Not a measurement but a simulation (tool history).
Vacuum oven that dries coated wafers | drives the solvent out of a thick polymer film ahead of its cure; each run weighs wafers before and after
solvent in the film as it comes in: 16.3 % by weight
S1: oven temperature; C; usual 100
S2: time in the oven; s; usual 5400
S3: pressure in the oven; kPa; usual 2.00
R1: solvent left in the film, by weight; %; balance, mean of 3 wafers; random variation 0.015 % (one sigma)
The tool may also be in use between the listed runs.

run    hour   S1    S2    S3    R1
  1     0.0  100  5400  2.00  0.92
  2    54.1  100  5400  2.00  0.88
  3   108.9  100  5400  2.00  0.90
  4   140.1  100  5400  2.00  0.89
  5   187.7  100  5400  2.00  0.91
  6   223.3  100  5400  6.00  1.63
  7   269.6  100  5400  6.00  1.66
  8   315.7  100  5400  6.00  1.64
  9   372.3  100  5400  6.00  1.63
 10   419.4  100  5400  6.00  1.62
 11   478.1  100  5400  2.00  0.83
 12   544.7  100  5400  2.00  0.84
 13   610.8  100  5700  2.00  0.80
 14   640.3  100  5700  2.00  0.78
 15   668.7  100  5400  2.00  0.87
 16   720.8  100  5400  2.00  0.86
 17   769.6  110  3180  2.00  0.64
 18   833.2  110  3180  2.00  0.61
      839.9  -- vacuum gauge cleaned of residue and calibrated
 19   866.2  106  2820  2.34  1.39
 20   909.2  106  2820  2.34  1.37
 21   962.5  106  2820  2.34  1.38
      967.7  -- oven's thermocouples calibrated
 22  1000.4  104  7440  2.58  0.56
 23  1034.1   98  8820  2.51  0.75
 24  1064.2   98  3780  1.36  2.22
 25  1127.4   98  3780  1.36  2.19
 26  1189.6  103  5640  1.36  0.54
     1216.8  -- vacuum gauge cleaned of residue and calibrated, once more
 27  1239.2  114  5640  1.98  0.26

Forecast run 28:
 28  1283.8  114  5640  1.98   ?

{"run 28": {"R1": 0.23}}
Without the tool's hidden state the same run would have given R1 0.23 %.
